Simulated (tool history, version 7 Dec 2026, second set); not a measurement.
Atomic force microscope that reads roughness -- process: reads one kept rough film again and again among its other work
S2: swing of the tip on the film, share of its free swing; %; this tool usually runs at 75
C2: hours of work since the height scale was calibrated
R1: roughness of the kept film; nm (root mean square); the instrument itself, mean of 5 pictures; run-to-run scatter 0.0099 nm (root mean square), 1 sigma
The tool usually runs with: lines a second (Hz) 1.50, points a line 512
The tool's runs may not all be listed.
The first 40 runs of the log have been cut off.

{"run": 41, "hour": 1572.2, "lines a second (Hz)": 1.65, "S2": 60, "points a line": 749, "pictures with this tip": 347, "C2": 815, "R1": 1.941}
{"hour": 1580.9, "done": "new tip fitted"}
{"run": 42, "hour": 1607.5, "lines a second (Hz)": 1.65, "S2": 60, "points a line": 749, "pictures with this tip": 35, "C2": 830, "R1": 2.323}
{"run": 43, "hour": 1653.5, "lines a second (Hz)": 1.48, "S2": 61, "points a line": 835, "pictures with this tip": 95, "C2": 851, "R1": 2.251}
{"run": 44, "hour": 1683.3, "lines a second (Hz)": 0.57, "S2": 61, "points a line": 553, "pictures with this tip": 135, "C2": 864, "R1": 2.255}
{"run": 45, "hour": 1726.7, "lines a second (Hz)": 0.57, "S2": 61, "points a line": 553, "pictures with this tip": 192, "C2": 884, "R1": 2.203}
{"run": 46, "hour": 1769.2, "lines a second (Hz)": 2.0, "S2": 75, "points a line": 777, "pictures with this tip": 248, "C2": 903, "R1": 1.92}
{"run": 47, "hour": 1821.1, "lines a second (Hz)": 1.5, "S2": 75, "points a line": 310, "pictures with this tip": 316, "C2": 926, "R1": 1.9}
{"hour": 1851.5, "done": "new tip fitted"}
{"run": 48, "hour": 1856.5, "lines a second (Hz)": 3.94, "S2": 75, "points a line": 573, "pictures with this tip": 7, "C2": 942, "R1": 1.959}
{"run": 49, "hour": 1902.3, "lines a second (Hz)": 3.94, "S2": 75, "points a line": 573, "pictures with this tip": 67, "C2": 963, "R1": 1.898}
{"run": 50, "hour": 1960.4, "lines a second (Hz)": 3.94, "S2": 75, "points a line": 573, "pictures with this tip": 143, "C2": 989, "R1": 1.821}
{"run": 51, "hour": 1987.1, "lines a second (Hz)": 3.94, "S2": 75, "points a line": 573, "pictures with this tip": 179, "C2": 1001, "R1": 1.794}
{"run": 52, "hour": 2041.7, "lines a second (Hz)": 1.87, "S2": 75, "points a line": 573, "pictures with this tip": 250, "C2": 1025, "R1": 1.918}
{"run": 53, "hour": 2072.8, "lines a second (Hz)": 1.22, "S2": 83, "points a line": 632, "pictures with this tip": 291, "C2": 1039, "R1": 1.88}

Each row is a separate what-if for the run after 53, all from the same tool condition, not one after another. Results?
{"hour": 2121.0, "done": "new tip fitted"}
{"run": "A", "hour": 2127.1, "lines a second (Hz)": 0.89, "S2": 79, "points a line": 939, "pictures with this tip": 8, "C2": 1063, "R1": "?"}
{"hour": 2121.0, "done": "new tip fitted"}
{"run": "B", "hour": 2127.1, "lines a second (Hz)": 0.87, "S2": 57, "points a line": 450, "pictures with this tip": 8, "C2": 1063, "R1": "?"}
{"hour": 2121.0, "done": "new tip fitted"}
{"run": "C", "hour": 2127.1, "lines a second (Hz)": 1.47, "S2": 71, "points a line": 631, "pictures with this tip": 8, "C2": 1063, "R1": "?"}

run=A R1=2.312
run=B R1=2.397
run=C R1=2.307
With no hidden state in the tool, these same runs would have given:
run=A R1=2.326
run=B R1=2.412
run=C R1=2.321
